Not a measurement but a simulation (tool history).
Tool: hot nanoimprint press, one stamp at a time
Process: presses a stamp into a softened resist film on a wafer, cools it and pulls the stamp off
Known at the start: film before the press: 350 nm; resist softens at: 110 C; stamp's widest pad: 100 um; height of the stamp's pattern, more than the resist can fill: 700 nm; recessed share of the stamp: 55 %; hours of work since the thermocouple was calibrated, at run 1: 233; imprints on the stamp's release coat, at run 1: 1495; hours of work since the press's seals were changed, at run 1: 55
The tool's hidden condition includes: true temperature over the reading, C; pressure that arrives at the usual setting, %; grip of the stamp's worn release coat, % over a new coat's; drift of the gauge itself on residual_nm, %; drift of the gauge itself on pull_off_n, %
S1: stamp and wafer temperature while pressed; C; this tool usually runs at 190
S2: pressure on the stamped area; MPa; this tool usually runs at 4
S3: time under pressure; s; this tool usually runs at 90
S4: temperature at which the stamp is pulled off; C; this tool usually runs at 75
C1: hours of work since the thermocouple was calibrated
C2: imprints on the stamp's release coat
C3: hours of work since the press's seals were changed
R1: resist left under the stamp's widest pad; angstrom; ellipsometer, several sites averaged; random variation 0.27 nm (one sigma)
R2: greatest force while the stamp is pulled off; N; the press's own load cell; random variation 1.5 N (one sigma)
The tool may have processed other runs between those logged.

run 1 day=0 | S1=190 S2=4 S3=90 S4=75 | C1=233 C2=1495 C3=55 | R1=1678 R2=197
run 2 day=0.317 | S1=190 S2=4 S3=90 S4=75 | C1=237 C2=1522 C3=59 | R1=1679 R2=194
run 3 day=0.621 | S1=190 S2=4 S3=90 S4=75 | C1=240 C2=1549 C3=62 | R1=1677 R2=193
run 4 day=0.942 | S1=190 S2=4 S3=126 S4=75 | C1=244 C2=1577 C3=66 | R1=1473 R2=198
run 5 day=1.396 | S1=190 S2=4 S3=90 S4=75 | C1=249 C2=1617 C3=71 | R1=1671 R2=198
run 6 day=1.667 | S1=190 S2=4 S3=90 S4=75 | C1=252 C2=1640 C3=74 | R1=1678 R2=195
run 7 day=1.938 | S1=190 S2=4 S3=90 S4=75 | C1=255 C2=1664 C3=77 | R1=1671 R2=197
-- day=2.242 stamp cleaned and given a new release coat
run 8 day=2.45 | S1=190 S2=4 S3=90 S4=75 | C1=258 C2=18 C3=80 | R1=1675 R2=170
run 9 day=2.792 | S1=190 S2=4 S3=90 S4=75 | C1=262 C2=48 C3=84 | R1=1671 R2=171
run 10 day=3.183 | S1=190 S2=4 S3=90 S4=75 | C1=266 C2=82 C3=88 | R1=1671 R2=174
run 11 day=3.588 | S1=190 S2=4 S3=90 S4=75 | C1=271 C2=117 C3=93 | R1=1668 R2=172
run 12 day=4.079 | S1=190 S2=4 S3=90 S4=75 | C1=276 C2=160 C3=98 | R1=1670 R2=175
run 13 day=4.512 | S1=190 S2=4 S3=90 S4=75 | C1=281 C2=198 C3=103 | R1=1667 R2=177
run 14 day=5.033 | S1=190 S2=4 S3=90 S4=75 | C1=287 C2=243 C3=109 | R1=1674 R2=176
run 15 day=5.292 | S1=190 S2=4 S3=90 S4=75 | C1=290 C2=266 C3=112 | R1=1673 R2=177
run 16 day=5.779 | S1=190 S2=4 S3=90 S4=75 | C1=295 C2=308 C3=117 | R1=1667 R2=174

Run 17 is up next; what results do you expect?
run 17 day=6.142 | S1=199 S2=4 S3=90 S4=76 | C1=300 C2=340 C3=121 | R1=? R2=?

Logged for run 17: R1 1202 angstrom, R2 179 N.
The same run, on a tool lacking any hidden state, would have yielded R1 1231 angstrom, R2 174 N.
